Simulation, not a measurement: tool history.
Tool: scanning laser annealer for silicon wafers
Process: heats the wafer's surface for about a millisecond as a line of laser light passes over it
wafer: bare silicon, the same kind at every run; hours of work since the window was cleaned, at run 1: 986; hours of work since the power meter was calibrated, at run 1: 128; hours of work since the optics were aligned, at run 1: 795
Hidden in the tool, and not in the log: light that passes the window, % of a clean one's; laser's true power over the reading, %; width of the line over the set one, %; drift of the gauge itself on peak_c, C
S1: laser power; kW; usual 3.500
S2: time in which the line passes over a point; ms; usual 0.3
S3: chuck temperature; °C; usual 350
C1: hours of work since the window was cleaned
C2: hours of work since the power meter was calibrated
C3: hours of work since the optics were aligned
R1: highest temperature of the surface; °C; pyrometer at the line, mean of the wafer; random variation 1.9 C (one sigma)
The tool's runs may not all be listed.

run,hour,S1,S2,S3,C1,C2,C3,R1
1,0.0,3.500,0.3,350,986,128,795,1080
# hour 5.9: window over the wafer cleaned
2,11.0,3.500,0.3,350,2,132,799,1099
3,16.2,3.500,0.3,350,5,135,801,1095
4,22.7,3.500,0.3,350,8,138,804,1099
5,30.0,3.500,0.3,350,11,141,808,1097
# hour 33.5: laser's power meter calibrated
6,42.2,3.500,0.3,350,15,4,812,1099
# hour 50.4: laser's power meter calibrated, once more
7,52.2,3.166,0.3,350,18,1,815,1030
8,57.9,3.166,0.3,350,21,3,818,1032
9,62.9,3.682,0.3,350,23,6,820,1136

Run 10 comes next. What will it give?
10,70.3,3.682,0.3,350,27,9,823,?

R1: 1134 °C
Without the tool's hidden state the same run would have given R1 1148 °C.
